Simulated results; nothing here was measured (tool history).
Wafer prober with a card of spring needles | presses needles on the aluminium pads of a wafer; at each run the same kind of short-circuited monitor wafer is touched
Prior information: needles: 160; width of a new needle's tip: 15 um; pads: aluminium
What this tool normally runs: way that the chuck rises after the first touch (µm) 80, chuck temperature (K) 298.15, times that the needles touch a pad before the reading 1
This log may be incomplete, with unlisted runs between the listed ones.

run,hour,way that the chuck rises after the first touch (µm),chuck temperature (K),times that the needles touch a pad before the reading,resistance of one needle with its contact and lead (mohm),way that a needle slides on the pad (µm)
1,0,80,298.15,1,224,10.02
# hour 23.6: tips cleaned on abrasive film
2,23.6,80,298.15,1,221,10
# hour 47.2: tips cleaned on abrasive film
3,51.6,80,298.15,1,222,9.97
# hour 70.1: tips cleaned on abrasive film
# hour 92.9: tips cleaned on abrasive film
4,92.9,80,298.15,1,224,9.92
# hour 115.1: tips cleaned on abrasive film
5,130.4,80,298.15,1,225,9.95
# hour 137.5: tips cleaned on abrasive film
6,152.9,67,305.15,2,227,8.35
# hour 159.6: tips cleaned on abrasive film
7,178,67,305.15,2,226,8.34

What does the tool deliver on the next run?
# hour 181.2: tips cleaned on abrasive film
# hour 204.7: tips cleaned on abrasive film
8,204.7,67,309.15,1,?,?

resistance of one needle with its contact and lead (mohm): 226
way that a needle slides on the pad (µm): 8.25
Without the tool's hidden state the same run would have given resistance of one needle with its contact and lead (mohm) 226, way that a needle slides on the pad (µm) 8.35.

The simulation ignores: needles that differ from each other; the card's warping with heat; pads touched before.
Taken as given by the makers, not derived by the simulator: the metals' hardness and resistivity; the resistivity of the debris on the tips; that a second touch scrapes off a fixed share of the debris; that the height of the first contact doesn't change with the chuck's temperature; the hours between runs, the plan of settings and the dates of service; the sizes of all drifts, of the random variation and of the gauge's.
